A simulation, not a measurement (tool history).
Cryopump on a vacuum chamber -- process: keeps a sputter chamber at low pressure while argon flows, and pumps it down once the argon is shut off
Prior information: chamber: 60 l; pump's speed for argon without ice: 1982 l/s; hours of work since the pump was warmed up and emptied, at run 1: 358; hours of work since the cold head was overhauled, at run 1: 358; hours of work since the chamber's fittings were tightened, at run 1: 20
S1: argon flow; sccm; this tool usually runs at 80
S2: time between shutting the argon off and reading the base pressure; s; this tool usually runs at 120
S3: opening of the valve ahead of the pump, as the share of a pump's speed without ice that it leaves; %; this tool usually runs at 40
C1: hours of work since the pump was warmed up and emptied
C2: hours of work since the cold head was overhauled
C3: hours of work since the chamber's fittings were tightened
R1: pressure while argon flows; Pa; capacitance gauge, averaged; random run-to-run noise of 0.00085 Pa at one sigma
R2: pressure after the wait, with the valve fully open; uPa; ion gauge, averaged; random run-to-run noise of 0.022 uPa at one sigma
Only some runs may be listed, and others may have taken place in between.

Run 1, hour 0: usual settings; C1 358; C2 358; C3 20. Result: R1 0.1803 Pa, R2 0.64 uPa.
Run 2, hour 63.2: usual settings; C1 409; C2 409; C3 71. Result: R1 0.1793 Pa, R2 0.68 uPa.
Run 3, hour 128.1: usual settings; C1 461; C2 461; C3 123. Result: R1 0.1807 Pa, R2 0.77 uPa.
Run 4, hour 211.2: usual settings; C1 528; C2 528; C3 190. Result: R1 0.1839 Pa, R2 0.82 uPa.
Run 5, hour 289.8: usual settings; C1 591; C2 591; C3 253. Result: R1 0.186 Pa, R2 0.91 uPa.
Run 6, hour 369.4: usual settings; C1 655; C2 655; C3 317. Result: R1 0.1866 Pa, R2 1.07 uPa.
Run 7, hour 434: usual settings; C1 707; C2 707; C3 369. Result: R1 0.1891 Pa, R2 1.11 uPa.
Run 8, hour 476.5: usual settings; C1 741; C2 741; C3 403. Result: R1 0.1894 Pa, R2 1.19 uPa.
Run 9, hour 569.4: usual settings but S2 277 s; C1 816; C2 816; C3 478. Result: R1 0.193 Pa, R2 1.07 uPa.
Run 10, hour 661.4: usual settings but S2 277 s; C1 890; C2 890; C3 552. Result: R1 0.1956 Pa, R2 1.19 uPa.
Run 11, hour 743: usual settings but S1 45 sccm; C1 956; C2 956; C3 617. Result: R1 0.1098 Pa, R2 1.53 uPa.
Run 12, hour 790.4: usual settings but S3 58 %; C1 994; C2 994; C3 655. Result: R1 0.1452 Pa, R2 1.67 uPa.
At hour 836.4: pump warmed up, emptied and cooled again.
Run 13, hour 860.2: usual settings but S3 58 %; C1 19; C2 1046; C3 707. Result: R1 0.119 Pa, R2 1.34 uPa.
Run 14, hour 937.1: usual settings but S2 38 s; C1 81; C2 1108; C3 769. Result: R1 0.175 Pa, R2 2.39 uPa.
Run 15, hour 1019.4: usual settings but S2 64 s; C1 147; C2 1174; C3 835. Result: R1 0.1738 Pa, R2 1.94 uPa.
Run 16, hour 1090.9: usual settings but S1 46 sccm; C1 205; C2 1231; C3 893. Result: R1 0.1011 Pa, R2 1.6 uPa.
Run 17, hour 1133.4: usual settings but S1 46 sccm; C1 239; C2 1265; C3 927. Result: R1 0.1009 Pa, R2 1.74 uPa.
Run 18, hour 1213: usual settings but S1 46 sccm; C1 303; C2 1329; C3 991. Result: R1 0.1023 Pa, R2 1.77 uPa.
Run 19, hour 1278.8: usual settings but S1 46 sccm; C1 356; C2 1382; C3 1044. Result: R1 0.1043 Pa, R2 1.86 uPa.
Run 20, hour 1364.4: usual settings but S1 71 sccm, S2 124 s, S3 45 %; C1 424; C2 1451; C3 1113. Result: R1 0.1444 Pa, R2 1.9 uPa.
Run 21, hour 1409.9: usual settings but S1 63 sccm, S3 52 %; C1 461; C2 1488; C3 1149. Result: R1 0.1122 Pa, R2 2.02 uPa.
Run 22, hour 1498.6: usual settings but S1 77 sccm, S2 25 s, S3 52 %; C1 532; C2 1559; C3 1221. Result: R1 0.1413 Pa, R2 3.8 uPa.
Run 23, hour 1576.9: usual settings but S1 77 sccm, S2 25 s, S3 52 %; C1 595; C2 1622; C3 1283. Result: R1 0.1441 Pa, R2 4.04 uPa.
Run 24, hour 1639.1: usual settings but S1 90 sccm, S2 27 s, S3 27 %; C1 645; C2 1672; C3 1333. Result: R1 0.3034 Pa, R2 3.81 uPa.
At hour 1663.2: leaking fittings of the chamber tightened, without venting.
Run 25, hour 1687.9: usual settings but S1 103 sccm, S2 104 s; C1 683; C2 1710; C3 20. Result: R1 0.2448 Pa, R2 0.75 uPa.
Run 26, hour 1735.1: usual settings but S2 286 s; C1 721; C2 1747; C3 58. Result: R1 0.1924 Pa, R2 0.49 uPa.
Run 27, hour 1805.6: usual settings but S1 37 sccm, S2 286 s, S3 30 %; C1 777; C2 1804; C3 115. Result: R1 0.1156 Pa, R2 0.58 uPa.
Run 28, hour 1874.4: usual settings but S1 37 sccm, S2 286 s, S3 30 %; C1 833; C2 1859; C3 170. Result: R1 0.1161 Pa, R2 0.68 uPa.
Run 29, hour 1954.6: usual settings but S1 49 sccm, S2 76 s, S3 55 %; C1 897; C2 1924; C3 234. Result: R1 0.0934 Pa, R2 1.32 uPa.
Run 30, hour 2032.7: usual settings but S1 79 sccm, S2 30 s; C1 960; C2 1987; C3 297. Result: R1 0.197 Pa, R2 2.44 uPa.
At hour 2119.9: pump warmed up, emptied and cooled again.
Run 31, hour 2121.4: usual settings but S1 79 sccm, S2 30 s; C1 1; C2 2054; C3 364. Result: R1 0.1711 Pa, R2 2.27 uPa.
Run 32, hour 2215: usual settings but S1 88 sccm, S3 28 %; C1 76; C2 2129; C3 440. Result: R1 0.273 Pa, R2 1.15 uPa.
Run 33, hour 2296.1: usual settings but S1 60 sccm, S2 195 s, S3 15 %; C1 142; C2 2194; C3 505. Result: R1 0.343 Pa, R2 1.05 uPa.
Run 34, hour 2389.3: usual settings but S1 60 sccm, S2 195 s, S3 15 %; C1 217; C2 2269; C3 580. Result: R1 0.3457 Pa, R2 1.13 uPa.

What would each run have given without the hidden state, its run-to-run variation left as it was?
Hidden state present: pump's speed, % of a pump's without ice; cold plate's temperature, K; leak into the chamber, uPa l/s; drift of the gauge itself on working_pa, %; drift of the gauge itself on base_upa, %.
run      R1    R2
  1   0.172  0.58
  2  0.1699  0.56
  3    0.17  0.58
  4  0.1713  0.54
  5  0.1716  0.55
  6  0.1703  0.59
  7  0.1711  0.56
  8  0.1705  0.59
  9  0.1715  0.35
 10  0.1715  0.35
 11   0.095  0.56
 12  0.1172  0.61
 13  0.1173  0.58
 14  0.1721  1.53
 15  0.1693  0.98
 16  0.0977  0.57
 17  0.0971  0.61
 18  0.0974  0.57
 19  0.0985  0.59
 20  0.1338  0.55
 21  0.1019  0.58
 22  0.1267  2.21
 23  0.1277   2.3
 24  0.2825  2.04
 25  0.2191  0.64
 26  0.1712  0.32
 27   0.105  0.33
 28  0.1044  0.34
 29  0.0763  0.87
 30  0.1674  1.88
 31  0.1688  1.84
 32  0.2684   0.6
 33  0.3388  0.43
 34  0.3401  0.41

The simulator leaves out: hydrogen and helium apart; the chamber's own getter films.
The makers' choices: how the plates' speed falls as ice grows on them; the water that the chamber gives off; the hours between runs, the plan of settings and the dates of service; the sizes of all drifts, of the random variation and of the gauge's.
